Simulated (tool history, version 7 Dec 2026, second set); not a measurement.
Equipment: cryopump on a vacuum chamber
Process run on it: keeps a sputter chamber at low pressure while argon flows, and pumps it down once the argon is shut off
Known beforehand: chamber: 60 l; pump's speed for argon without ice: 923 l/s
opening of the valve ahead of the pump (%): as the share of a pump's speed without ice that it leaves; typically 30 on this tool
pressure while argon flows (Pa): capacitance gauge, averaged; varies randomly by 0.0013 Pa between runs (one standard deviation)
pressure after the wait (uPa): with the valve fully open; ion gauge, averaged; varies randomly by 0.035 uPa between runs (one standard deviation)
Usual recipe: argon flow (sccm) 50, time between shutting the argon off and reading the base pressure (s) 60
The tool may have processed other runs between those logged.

run,hour,argon flow (sccm),time between shutting the argon off and reading the base pressure (s),opening of the valve ahead of the pump (%),pressure while argon flows (Pa),pressure after the wait (uPa)
1,0,50,60,30,0.3285,3.7
2,73.1,50,60,30,0.3313,3.76
3,158.3,50,60,30,0.3372,3.87
4,208.2,50,60,30,0.336,3.92
# hour 255.1: pump warmed up, emptied and cooled again
5,282,50,60,30,0.3093,3.46
6,357.5,49,60,30,0.3076,3.49
7,409.2,49,60,30,0.3089,3.65
8,510.3,49,60,30,0.3109,3.67
9,568.1,50,60,30,0.3197,3.74
10,627,50,60,23,0.4136,3.87
11,704,50,60,23,0.4189,3.97
12,764.4,50,60,23,0.4187,4
13,829.1,50,60,23,0.4208,4.18
14,874.2,26,60,30,0.1716,4.21
15,927.9,26,60,30,0.1734,4.26
16,977.5,26,50,30,0.1743,4.68
17,1044.6,30,60,30,0.2022,4.51
# hour 1106: pump warmed up, emptied and cooled again
18,1137.1,59,60,30,0.3654,3.9
# hour 1153.9: leaking fittings of the chamber tightened, without venting
19,1200.2,24,209,30,0.1488,0.82
20,1251.8,55,134,38,0.2743,1.12
21,1334.1,55,299,49,0.2197,0.78
22,1419.9,65,294,26,0.4777,0.88
23,1466.5,50,62,30,0.3218,2.15
24,1528.3,50,60,39,0.2555,2.21
25,1579.5,96,60,51,0.3856,2.27
26,1681.9,96,60,51,0.3932,2.26
27,1777.7,77,80,51,0.3199,2.06
28,1879,96,37,25,0.7685,3.61
# hour 1959.4: pump warmed up, emptied and cooled again
29,1972,57,36,25,0.4238,3.46
30,2020.2,57,36,25,0.4286,3.45
31,2104.1,74,94,30,0.4664,1.86
32,2145.5,23,152,40,0.1108,1.45
33,2231.1,42,60,30,0.2683,2.47

Branching from run 33: 4 alternative next runs. What would each branch give?
A,2289.8,57,28,30,?,?
B,2289.8,42,32,19,?,?
C,2289.8,27,86,43,?,?
D,2289.8,21,60,30,?,?

run,pressure while argon flows (Pa),pressure after the wait (uPa)
A,0.3674,4.53
B,0.4165,4.08
C,0.1236,2.1
D,0.1346,2.53
With no hidden state in the tool, these same runs would have given:
run,pressure while argon flows (Pa),pressure after the wait (uPa)
A,0.3484,3.86
B,0.4026,3.42
C,0.1146,1.44
D,0.1276,1.89

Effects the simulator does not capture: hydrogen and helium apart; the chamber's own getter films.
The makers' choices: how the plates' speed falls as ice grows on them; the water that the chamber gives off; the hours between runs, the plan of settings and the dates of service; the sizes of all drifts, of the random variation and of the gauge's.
